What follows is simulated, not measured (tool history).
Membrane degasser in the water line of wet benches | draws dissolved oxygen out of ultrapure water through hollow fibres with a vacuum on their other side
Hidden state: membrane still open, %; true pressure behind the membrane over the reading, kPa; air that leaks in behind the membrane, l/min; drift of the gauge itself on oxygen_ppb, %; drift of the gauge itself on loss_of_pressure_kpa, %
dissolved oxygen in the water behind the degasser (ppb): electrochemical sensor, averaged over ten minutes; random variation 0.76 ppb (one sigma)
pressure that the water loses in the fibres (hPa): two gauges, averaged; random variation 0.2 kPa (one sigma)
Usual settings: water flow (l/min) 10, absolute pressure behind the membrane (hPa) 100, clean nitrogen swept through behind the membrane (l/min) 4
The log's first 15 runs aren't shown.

run      day  water flow (l/min)  absolute pressure behind the membrane (hPa)  clean nitrogen swept through behind the membrane (l/min)  hours since the membrane was changed  hours since the vacuum gauge was calibrated  hours since the vacuum lines were made tight  dissolved oxygen in the water behind the degasser (ppb)  pressure that the water loses in the fibres (hPa)
 16  130.817                  10                                          100                                                      5.64                                  7095                                         2531                                           911                                                     69.4                                              455.8
 17  136.062                  10                                          100                                                      5.64                                  7221                                         2657                                          1037                                                     69.4                                              459.8
 18  146.038                  10                                          100                                                      5.64                                  7460                                         2896                                          1277                                                     70.2                                              456.6
 19  150.842                  10                                          100                                                      1.94                                  7576                                         3011                                          1392                                                    131.5                                              453.6
 20  157.846                   8                                          100                                                      6.89                                  7744                                         3179                                          1560                                                     42.2                                              366.2
 21  163.954                   8                                          100                                                       2.4                                  7890                                         3326                                          1707                                                     82.5                                              363.7
 22  170.792                   9                                           90                                                      2.57                                  8054                                         3490                                          1871                                                     84.9                                              414.1
     178.492  -- membrane cartridge changed
 23  180.421                   9                                          103                                                      2.57                                    46                                         3717                                          2098                                                     87.4                                              387.6
 24  187.788                   7                                           80                                                      4.31                                   223                                         3894                                          2275                                                     32.2                                              302.2
 25  192.962                   7                                           80                                                      4.31                                   347                                         4018                                          2399                                                     32.9                                              302.7

Forecast run 26:
 26  203.088                  10                                           74                                                      4.31                                   590                                         4261                                          2642                                                        ?                                                  ?

dissolved oxygen in the water behind the degasser (ppb): 57.6
pressure that the water loses in the fibres (hPa): 432.1
Without the tool's hidden state the same run would have given dissolved oxygen in the water behind the degasser (ppb) 52.7, pressure that the water loses in the fibres (hPa) 430.3.

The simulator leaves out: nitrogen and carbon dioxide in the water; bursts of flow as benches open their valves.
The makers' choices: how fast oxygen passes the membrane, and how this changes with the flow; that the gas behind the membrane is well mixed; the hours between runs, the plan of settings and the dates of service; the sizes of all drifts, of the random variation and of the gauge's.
